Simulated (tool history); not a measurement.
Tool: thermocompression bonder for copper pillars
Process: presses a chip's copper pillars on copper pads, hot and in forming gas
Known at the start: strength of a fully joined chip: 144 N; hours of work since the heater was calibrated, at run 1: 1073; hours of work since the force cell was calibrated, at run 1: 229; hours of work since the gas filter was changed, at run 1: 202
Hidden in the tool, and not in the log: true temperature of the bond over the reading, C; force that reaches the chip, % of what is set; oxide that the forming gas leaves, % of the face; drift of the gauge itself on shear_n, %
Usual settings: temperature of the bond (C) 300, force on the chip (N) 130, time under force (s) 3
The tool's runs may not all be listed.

run,hour,temperature of the bond (C),force on the chip (N),time under force (s),hours of work since the heater was calibrated,hours of work since the force cell was calibrated,hours of work since the gas filter was changed,force that shears a chip off (N)
1,0,300,130,3,1073,229,202,58.9
2,22.5,300,115,3,1089,244,217,55.5
3,49.6,300,115,3,1107,262,235,55
4,89,300,115,3,1134,289,262,56.7
5,110.9,300,130,8,1149,304,277,84.6
6,153.5,300,130,8,1178,333,306,84.6
7,172.8,305,130,3,1191,346,319,62.4
# hour 210.3: forming gas filter changed
8,215.2,300,130,3,1219,374,3,60.4
9,256.8,300,130,3,1247,403,31,59
10,278,326,130,3,1262,417,46,79.8
11,299.7,300,130,3,1276,432,61,58.3
# hour 308.3: heater calibrated with a thermocouple chip
12,325.1,293,130,3,11,448,76,55.8
13,346.8,293,130,3,26,462,91,54.8
14,380.6,293,130,3,49,485,114,54.7
15,420.4,300,130,5,76,512,141,73.5
16,452.5,300,130,5,98,534,163,73.9
17,480.2,300,130,5,117,553,182,72.7
18,508.1,300,103,5,135,572,200,64.3
19,532.6,300,103,5,152,588,217,64.2
20,567.6,300,130,3,176,612,241,58.5
21,600.9,283,154,4,198,635,263,59.6
22,620,328,158,2,211,647,276,75.3
23,642.5,300,107,7,227,663,292,74
24,669.1,272,130,3,245,681,310,42.5
25,697.2,272,120,5,264,700,329,48.2
# hour 720.5: forming gas filter changed
26,729.5,302,108,3,285,721,6,57
27,766.6,283,92,3,310,747,31,41.3
28,788.8,283,92,3,325,762,46,40.6
29,826.4,316,103,3,351,787,72,63.4
30,868.6,314,116,4,380,816,100,74
31,901.7,301,88,4,402,838,123,56.2
32,925.5,282,88,2,418,854,139,32.9
33,967.2,298,130,2,446,883,167,50.6
34,995.4,298,130,2,465,902,186,50.2
35,1020.1,300,93,3,482,918,203,52.7
36,1056,300,93,3,507,943,227,51.4
37,1082.7,294,119,3,525,961,246,53.7
38,1107,284,88,3,541,977,262,41.2
39,1128.8,313,194,5,556,992,277,93.9

Hidden state at the last listed run before each entry between runs and at the first one after, where it differs:
Between runs 7 and 8: forming gas filter changed (hour 210.3)
  oxide that the forming gas leaves, % of the face: 0.89 -> 0.52
  measured less the result without the state, force that shears a chip off (N): -0.9 -> -0.6
Between runs 11 and 12: heater calibrated with a thermocouple chip (hour 308.3)
  true temperature of the bond over the reading, C: -1.1 -> 0.1; oxide that the forming gas leaves, % of the face: 0.59 -> 0.61
  measured less the result without the state, force that shears a chip off (N): -0.7 -> +0.1
Between runs 25 and 26: forming gas filter changed (hour 720.5)
  oxide that the forming gas leaves, % of the face: 0.91 -> 0.51
  measured less the result without the state, force that shears a chip off (N): -0.2 -> +0
